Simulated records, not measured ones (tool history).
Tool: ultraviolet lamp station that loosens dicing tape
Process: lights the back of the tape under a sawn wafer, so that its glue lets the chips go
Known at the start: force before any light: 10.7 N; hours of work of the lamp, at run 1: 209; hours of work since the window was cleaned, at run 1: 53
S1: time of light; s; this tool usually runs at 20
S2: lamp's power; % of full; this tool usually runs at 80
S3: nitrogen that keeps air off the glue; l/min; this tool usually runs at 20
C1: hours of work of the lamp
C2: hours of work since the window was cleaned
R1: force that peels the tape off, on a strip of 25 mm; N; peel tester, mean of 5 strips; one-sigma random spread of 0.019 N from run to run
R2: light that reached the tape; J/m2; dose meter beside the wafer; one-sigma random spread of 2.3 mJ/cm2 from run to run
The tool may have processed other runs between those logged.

| run | day | S1 | S2 | S3 | C1 | C2 | R1 | R2 |
|---|---|---|---|---|---|---|---|---|
| 1 | 0.000 | 20 | 80 | 20 | 209 | 53 | 1.060 | 2130 |
| 2 | 0.854 | 16 | 80 | 20 | 223 | 66 | 1.610 | 1660 |
| 3 | 1.238 | 20 | 80 | 13 | 229 | 73 | 1.435 | 2110 |
| 4 | 1.888 | 29 | 80 | 13 | 240 | 83 | 0.647 | 2980 |
| 5 | 2.354 | 20 | 80 | 20 | 247 | 91 | 1.096 | 2070 |
| 6 | 3.171 | 19 | 80 | 20 | 261 | 104 | 1.282 | 1970 |
| 7 | 3.621 | 19 | 80 | 20 | 268 | 112 | 1.275 | 1940 |
| 8 | 4.492 | 19 | 80 | 20 | 282 | 126 | 1.325 | 1890 |
| 9 | 4.988 | 20 | 80 | 20 | 290 | 134 | 1.167 | 2010 |
| 10 | 5.717 | 20 | 80 | 20 | 302 | 146 | 1.172 | 2000 |
| 11 | 6.596 | 20 | 80 | 20 | 317 | 160 | 1.263 | 1950 |
| 12 | 7.438 | 20 | 80 | 20 | 330 | 174 | 1.249 | 1970 |
| 13 | 8.221 | 20 | 80 | 20 | 343 | 187 | 1.285 | 1930 |
| 14 | 8.858 | 14 | 82 | 10 | 354 | 197 | 3.013 | 1340 |
| 15 | 9.225 | 14 | 82 | 10 | 360 | 203 | 3.017 | 1390 |
| 16 | 10.054 | 11 | 72 | 20 | 373 | 217 | 3.686 | 900 |
| 17 | 10.892 | 13 | 60 | 13 | 387 | 230 | 4.148 | 900 |
| 18 | 11.704 | 13 | 60 | 13 | 400 | 244 | 4.312 | 870 |
| 19 | 12.100 | 20 | 93 | 28 | 407 | 250 | 0.898 | 2110 |
| 20 | 12.796 | 29 | 93 | 16 | 418 | 262 | 0.556 | 3040 |
|  | 13.004 | window cleaned of glue's vapour |
| 21 | 13.712 | 18 | 92 | 40 | 433 | 12 | 0.688 | 2120 |
| 22 | 14.271 | 10 | 92 | 40 | 442 | 21 | 2.214 | 1200 |
| 23 | 15.154 | 34 | 80 | 20 | 456 | 35 | 0.379 | 3440 |
| 24 | 15.696 | 13 | 77 | 20 | 465 | 44 | 2.581 | 1270 |
| 25 | 16.142 | 13 | 77 | 20 | 472 | 51 | 2.586 | 1240 |

Each row is a separate what-if for the run after 25, all from the same tool condition, not one after another. Results?
| A | 16.558 | 11 | 80 | 20 | 479 | 58 | ? | ? |
| B | 16.558 | 29 | 69 | 21 | 479 | 58 | ? | ? |
| C | 16.558 | 23 | 92 | 13 | 479 | 58 | ? | ? |
| D | 16.558 | 13 | 92 | 8 | 479 | 58 | ? | ? |

| run | R1 | R2 |
|---|---|---|
| A | 3.186 | 1080 |
| B | 0.727 | 2460 |
| C | 0.891 | 2650 |
| D | 3.066 | 1480 |
Take away the tool's hidden state, keep each run's random variation, and the runs would have read:
| run | R1 | R2 |
|---|---|---|
| A | 2.667 | 1240 |
| B | 0.542 | 2830 |
| C | 0.662 | 3040 |
| D | 2.565 | 1700 |

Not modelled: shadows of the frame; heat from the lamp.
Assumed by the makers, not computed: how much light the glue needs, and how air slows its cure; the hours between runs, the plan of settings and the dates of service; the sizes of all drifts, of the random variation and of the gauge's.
